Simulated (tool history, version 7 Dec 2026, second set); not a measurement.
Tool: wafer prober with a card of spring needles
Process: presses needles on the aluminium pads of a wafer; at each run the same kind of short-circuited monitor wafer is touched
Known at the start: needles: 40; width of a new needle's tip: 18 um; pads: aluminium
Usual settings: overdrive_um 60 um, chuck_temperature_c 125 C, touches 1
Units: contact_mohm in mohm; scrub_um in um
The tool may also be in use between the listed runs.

{"run": 1, "hour": 0.0, "overdrive_um": 60, "chuck_temperature_c": 125, "touches": 1, "contact_mohm": 229, "scrub_um": 8.72}
{"run": 2, "hour": 9.0, "overdrive_um": 50, "chuck_temperature_c": 125, "touches": 1, "contact_mohm": 236, "scrub_um": 7.24}
{"run": 3, "hour": 17.0, "overdrive_um": 50, "chuck_temperature_c": 125, "touches": 1, "contact_mohm": 240, "scrub_um": 7.21}
{"run": 4, "hour": 23.3, "overdrive_um": 50, "chuck_temperature_c": 125, "touches": 1, "contact_mohm": 240, "scrub_um": 7.24}
{"run": 5, "hour": 33.0, "overdrive_um": 60, "chuck_temperature_c": 125, "touches": 1, "contact_mohm": 235, "scrub_um": 8.7}
{"run": 6, "hour": 40.2, "overdrive_um": 60, "chuck_temperature_c": 125, "touches": 1, "contact_mohm": 233, "scrub_um": 8.7}
{"run": 7, "hour": 48.3, "overdrive_um": 47, "chuck_temperature_c": 125, "touches": 1, "contact_mohm": 238, "scrub_um": 6.8}
{"run": 8, "hour": 57.6, "overdrive_um": 60, "chuck_temperature_c": 125, "touches": 1, "contact_mohm": 233, "scrub_um": 8.71}
{"run": 9, "hour": 67.6, "overdrive_um": 60, "chuck_temperature_c": 125, "touches": 1, "contact_mohm": 234, "scrub_um": 8.69}
{"run": 10, "hour": 76.0, "overdrive_um": 60, "chuck_temperature_c": 125, "touches": 1, "contact_mohm": 234, "scrub_um": 8.67}
{"run": 11, "hour": 84.6, "overdrive_um": 60, "chuck_temperature_c": 125, "touches": 1, "contact_mohm": 235, "scrub_um": 8.72}
{"run": 12, "hour": 93.5, "overdrive_um": 60, "chuck_temperature_c": 125, "touches": 1, "contact_mohm": 231, "scrub_um": 8.71}
{"run": 13, "hour": 98.2, "overdrive_um": 60, "chuck_temperature_c": 125, "touches": 1, "contact_mohm": 233, "scrub_um": 8.68}
{"run": 14, "hour": 107.5, "overdrive_um": 60, "chuck_temperature_c": 125, "touches": 1, "contact_mohm": 231, "scrub_um": 8.68}
{"run": 15, "hour": 115.4, "overdrive_um": 60, "chuck_temperature_c": 125, "touches": 1, "contact_mohm": 232, "scrub_um": 8.68}
{"run": 16, "hour": 123.4, "overdrive_um": 60, "chuck_temperature_c": 125, "touches": 1, "contact_mohm": 230, "scrub_um": 8.69}
{"run": 17, "hour": 130.2, "overdrive_um": 49, "chuck_temperature_c": 125, "touches": 2, "contact_mohm": 241, "scrub_um": 7.11}
{"run": 18, "hour": 136.5, "overdrive_um": 57, "chuck_temperature_c": 108, "touches": 1, "contact_mohm": 230, "scrub_um": 8.26}
{"run": 19, "hour": 146.7, "overdrive_um": 73, "chuck_temperature_c": 49, "touches": 2, "contact_mohm": 203, "scrub_um": 10.59}
{"run": 20, "hour": 153.3, "overdrive_um": 73, "chuck_temperature_c": 49, "touches": 2, "contact_mohm": 211, "scrub_um": 10.6}
{"run": 21, "hour": 158.1, "overdrive_um": 60, "chuck_temperature_c": 76, "touches": 1, "contact_mohm": 218, "scrub_um": 8.69}
{"run": 22, "hour": 166.0, "overdrive_um": 60, "chuck_temperature_c": 76, "touches": 1, "contact_mohm": 222, "scrub_um": 8.71}
{"run": 23, "hour": 175.8, "overdrive_um": 60, "chuck_temperature_c": 44, "touches": 2, "contact_mohm": 211, "scrub_um": 8.69}
{"run": 24, "hour": 180.5, "overdrive_um": 44, "chuck_temperature_c": 37, "touches": 3, "contact_mohm": 219, "scrub_um": 6.35}
{"run": 25, "hour": 189.9, "overdrive_um": 61, "chuck_temperature_c": 125, "touches": 1, "contact_mohm": 230, "scrub_um": 8.84}
{"run": 26, "hour": 196.0, "overdrive_um": 80, "chuck_temperature_c": 90, "touches": 2, "contact_mohm": 217, "scrub_um": 11.57}
{"run": 27, "hour": 204.8, "overdrive_um": 80, "chuck_temperature_c": 90, "touches": 2, "contact_mohm": 215, "scrub_um": 11.57}
{"run": 28, "hour": 215.0, "overdrive_um": 80, "chuck_temperature_c": 90, "touches": 2, "contact_mohm": 217, "scrub_um": 11.59}
{"run": 29, "hour": 225.3, "overdrive_um": 80, "chuck_temperature_c": 90, "touches": 2, "contact_mohm": 215, "scrub_um": 11.59}
{"run": 30, "hour": 232.7, "overdrive_um": 78, "chuck_temperature_c": 51, "touches": 2, "contact_mohm": 210, "scrub_um": 11.34}
{"run": 31, "hour": 240.6, "overdrive_um": 51, "chuck_temperature_c": 74, "touches": 2, "contact_mohm": 222, "scrub_um": 7.38}
{"run": 32, "hour": 245.5, "overdrive_um": 51, "chuck_temperature_c": 74, "touches": 2, "contact_mohm": 223, "scrub_um": 7.38}

Not shown: 32 entries that the log had between the listed runs. Between which runs, and how does the tool's hidden state differ before and after?
Between runs 1 and 2: tips cleaned on abrasive film (hour 2.7)
  no hidden state differs between the two runs
Between runs 2 and 3: tips cleaned on abrasive film (hour 11.1)
  debris on the tips, nm: 0.4 -> 0.3
Between runs 3 and 4: tips cleaned on abrasive film (hour 19.2)
  no hidden state differs between the two runs
Between runs 4 and 5: tips cleaned on abrasive film (hour 26.7)
  debris on the tips, nm: 0.3 -> 0.4
Between runs 5 and 6: tips cleaned on abrasive film (hour 34.4)
  debris on the tips, nm: 0.4 -> 0.3
Between runs 6 and 7: tips cleaned on abrasive film (hour 42.5)
  no hidden state differs between the two runs
Between runs 7 and 8: tips cleaned on abrasive film (hour 50.3)
  debris on the tips, nm: 0.3 -> 0.4
Between runs 8 and 9: tips cleaned on abrasive film (hour 58.5); tips cleaned on abrasive film (hour 66.9)
  debris on the tips, nm: 0.4 -> 0.1
Between runs 9 and 10: tips cleaned on abrasive film (hour 74.5)
  no hidden state differs between the two runs
Between runs 10 and 11: tips cleaned on abrasive film (hour 82.4)
  debris on the tips, nm: 0.1 -> 0.2
Between runs 11 and 12: tips cleaned on abrasive film (hour 90.5)
  no hidden state differs between the two runs
Between runs 12 and 13: tips cleaned on abrasive film (hour 98.2)
  debris on the tips, nm: 0.2 -> 0
Between runs 13 and 14: tips cleaned on abrasive film (hour 105.8)
  debris on the tips, nm: 0 -> 0.2
Between runs 14 and 15: tips cleaned on abrasive film (hour 113.7)
  no hidden state differs between the two runs
Between runs 15 and 16: tips cleaned on abrasive film (hour 121.5)
  debris on the tips, nm: 0.2 -> 0.1
Between runs 16 and 17: tips cleaned on abrasive film (hour 129.5)
  way that the needles fall short of the set height, um: 0 -> 0.01
Between runs 18 and 19: tips cleaned on abrasive film (hour 137.2); tips cleaned on abrasive film (hour 144.8)
  debris on the tips, nm: 0.4 -> 0.2
Between runs 19 and 20: tips cleaned on abrasive film (hour 152.4)
  debris on the tips, nm: 0.2 -> 0.1
Between runs 21 and 22: tips cleaned on abrasive film (hour 160.5)
  no hidden state differs between the two runs
Between runs 22 and 23: tips cleaned on abrasive film (hour 168.7)
  debris on the tips, nm: 0.3 -> 0.4
Between runs 23 and 24: tips cleaned on abrasive film (hour 176.6)
  debris on the tips, nm: 0.4 -> 0.3
Between runs 24 and 25: tips cleaned on abrasive film (hour 184.7)
  no hidden state differs between the two runs
Between runs 25 and 26: tips cleaned on abrasive film (hour 192.5)
  no hidden state differs between the two runs
Between runs 26 and 27: tips cleaned on abrasive film (hour 200.4)
  tips' diameter, um: 18 -> 18.01
Between runs 27 and 28: tips cleaned on abrasive film (hour 207.9)
  debris on the tips, nm: 0.3 -> 0.4
Between runs 28 and 29: tips cleaned on abrasive film (hour 215.7); tips cleaned on abrasive film (hour 223.4)
  debris on the tips, nm: 0.4 -> 0.2
Between runs 29 and 30: tips cleaned on abrasive film (hour 231.1)
  no hidden state differs between the two runs
Between runs 30 and 31: height of the first contact set anew (hour 234.4); tips cleaned on abrasive film (hour 239)
  debris on the tips, nm: 0.2 -> 0.1; way that the needles fall short of the set height, um: 0.01 -> 0

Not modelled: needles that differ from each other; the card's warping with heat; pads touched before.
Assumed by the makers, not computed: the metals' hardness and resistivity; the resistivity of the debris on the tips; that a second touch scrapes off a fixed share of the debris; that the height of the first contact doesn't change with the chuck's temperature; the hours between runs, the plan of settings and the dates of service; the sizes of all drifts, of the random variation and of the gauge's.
